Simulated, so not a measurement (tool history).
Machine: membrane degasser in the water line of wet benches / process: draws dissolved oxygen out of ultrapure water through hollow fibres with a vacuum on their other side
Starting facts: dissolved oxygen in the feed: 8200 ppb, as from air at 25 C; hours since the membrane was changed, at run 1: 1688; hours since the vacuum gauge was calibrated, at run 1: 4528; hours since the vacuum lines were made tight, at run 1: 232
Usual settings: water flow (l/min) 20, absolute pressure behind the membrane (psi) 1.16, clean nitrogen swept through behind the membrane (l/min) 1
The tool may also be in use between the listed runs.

run    hour  water flow (l/min)  absolute pressure behind the membrane (psi)  clean nitrogen swept through behind the membrane (l/min)  hours since the membrane was changed  hours since the vacuum gauge was calibrated  hours since the vacuum lines were made tight  dissolved oxygen in the water behind the degasser (ppb)  pressure that the water loses in the fibres (psi)
  1       0                  20                                         1.16                                                         1                                  1688                                         4528                                           232                                                    216.4                                              4.593
  2    80.7                  20                                         1.16                                                         1                                  1769                                         4609                                           312                                                    215.9                                              4.557
  3   159.1                  20                                         1.16                                                         1                                  1847                                         4687                                           391                                                    217.3                                              4.564
  4     263                  20                                         1.16                                                      2.71                                  1951                                         4791                                           494                                                     90.6                                              4.595
  5   342.4                  26                                         1.16                                                         1                                  2031                                         4870                                           574                                                    282.6                                              5.981
  6     418                  20                                         1.16                                                         1                                  2106                                         4946                                           650                                                    220.9                                              4.598
  7   512.8                  20                                        0.744                                                         1                                  2201                                         5041                                           744                                                     90.2                                              4.548
  8   574.7                  20                                        0.744                                                         1                                  2263                                         5103                                           806                                                     89.8                                              4.582
  9   617.3                  20                                         1.16                                                         1                                  2305                                         5145                                           849                                                    216.9                                              4.602
 10   700.3                  20                                         1.16                                                         1                                  2388                                         5228                                           932                                                    215.7                                              4.603
 11   754.4                  20                                         1.16                                                         1                                  2443                                         5282                                           986                                                    217.5                                              4.583
 12   823.9                  20                                         1.16                                                         1                                  2512                                         5352                                          1055                                                    216.2                                              4.595
 13   898.4                  20                                         1.16                                                         1                                  2587                                         5426                                          1130                                                    215.8                                              4.572
 14   954.3                  16                                         1.16                                                         1                                  2642                                         5482                                          1186                                                    172.6                                              3.703
      965.6  -- vacuum gauge calibrated
 15  1043.7                  20                                        2.094                                                         1                                  2731                                           78                                          1275                                                    472.2                                              4.621
 16  1103.7                  26                                        2.234                                                      0.82                                  2791                                          138                                          1335                                                    771.5                                              5.994
 17  1160.8                  20                                         1.24                                                         1                                  2848                                          195                                          1392                                                    242.9                                              4.585
 18  1217.5                  20                                         1.61                                                      0.56                                  2905                                          252                                          1449                                                    543.1                                              4.543
 19  1292.1                  18                                        1.036                                                      0.46                                  2980                                          327                                          1523                                                    304.7                                               4.17
 20  1394.2                  20                                        2.113                                                         1                                  3082                                          429                                          1625                                                      490                                              4.585
 21  1494.1                  28                                         1.16                                                      1.02                                  3182                                          528                                          1725                                                    309.9                                              6.443
 22  1591.7                  28                                         1.16                                                      1.02                                  3279                                          626                                          1823                                                    312.2                                              6.461
 23    1685                  28                                         1.16                                                      1.02                                  3373                                          719                                          1916                                                    310.6                                              6.406
 24  1766.8                  16                                        2.009                                                       1.5                                  3454                                          801                                          1998                                                    263.1                                              3.672
 25  1844.4                  16                                        0.751                                                      0.41                                  3532                                          879                                          2075                                                    154.2                                              3.683
 26  1937.7                  16                                        0.756                                                      0.41                                  3625                                          972                                          2169                                                    159.4                                              3.678
 27  1991.8                  16                                        0.756                                                      0.41                                  3679                                         1026                                          2223                                                    156.2                                              3.675
 28  2089.2                  20                                        0.847                                                      1.57                                  3777                                         1124                                          2320                                                     83.3                                              4.567
 29  2192.8                  23                                        2.086                                                      1.59                                  3880                                         1227                                          2424                                                    367.4                                              5.297

Hidden condition of the tool, last listed run before each entry between runs versus first listed run after:
Logged between run 14 and run 15: vacuum gauge calibrated (hour 965.6)
  true pressure behind the membrane over the reading, kPa: 0.01 -> 0
